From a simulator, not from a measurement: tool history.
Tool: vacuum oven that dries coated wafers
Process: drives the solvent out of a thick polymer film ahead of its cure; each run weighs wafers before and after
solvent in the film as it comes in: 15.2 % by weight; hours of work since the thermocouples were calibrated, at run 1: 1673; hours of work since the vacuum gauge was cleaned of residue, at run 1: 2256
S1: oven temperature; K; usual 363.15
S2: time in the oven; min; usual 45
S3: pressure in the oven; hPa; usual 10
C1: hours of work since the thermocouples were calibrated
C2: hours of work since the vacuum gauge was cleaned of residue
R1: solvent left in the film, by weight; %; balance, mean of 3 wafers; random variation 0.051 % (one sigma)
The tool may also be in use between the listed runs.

run,hour,S1,S2,S3,C1,C2,R1
1,0,363.15,45,10,1673,2256,1.81
2,102.3,363.15,45,10,1738,2321,1.84
3,191.9,363.15,45,10,1795,2377,2.02
# hour 201.5: oven's thermocouples calibrated
4,247.7,348.15,45,10,29,2412,7.7
5,329.9,350.15,45,10,81,2464,7.03
6,407.3,350.15,45,10,130,2513,7.06
7,458.8,350.15,45,10,163,2545,7.06
8,535.7,350.15,45,10,212,2594,7.15
9,587.9,350.15,71,10,245,2627,5.49
10,691.2,356.15,45,10,310,2692,5.12
# hour 699.8: oven's thermocouples calibrated, once more
11,748.8,356.15,45,10,31,2728,2.72
12,799.3,355.15,51,25.8,63,2760,3.18
13,854.7,367.15,45,30.1,98,2795,1.39
14,956.5,360.15,45,22.7,163,2859,2.18
15,1050.7,360.15,45,22.7,222,2919,2.26
16,1156.8,363.15,80,6.3,290,2986,0.66
17,1234.8,354.15,66,28,339,3036,3.1
# hour 1258.3: vacuum gauge cleaned of residue and calibrated
18,1313.4,373.15,78,37.6,388,35,0.94
19,1369.1,373.15,78,37.6,423,70,1
20,1424.8,364.15,29,12.1,458,105,1.91
21,1489.4,364.15,29,12.1,499,146,1.9

5 ways to go on from here, each from the tool as it stands after run 21. What would each give?
A,1556.3,366.15,28,23.8,542,189,?
B,1556.3,363.15,28,12,542,189,?
C,1556.3,358.15,63,10,542,189,?
D,1556.3,363.15,30,10,542,189,?
E,1556.3,363.15,45,10,542,189,?

run,R1
A,1.98
B,2.31
C,1.17
D,2.07
E,1.01
Without the tool's hidden state the same runs would have given:
run,R1
A,1.71
B,1.99
C,0.96
D,1.76
E,0.83

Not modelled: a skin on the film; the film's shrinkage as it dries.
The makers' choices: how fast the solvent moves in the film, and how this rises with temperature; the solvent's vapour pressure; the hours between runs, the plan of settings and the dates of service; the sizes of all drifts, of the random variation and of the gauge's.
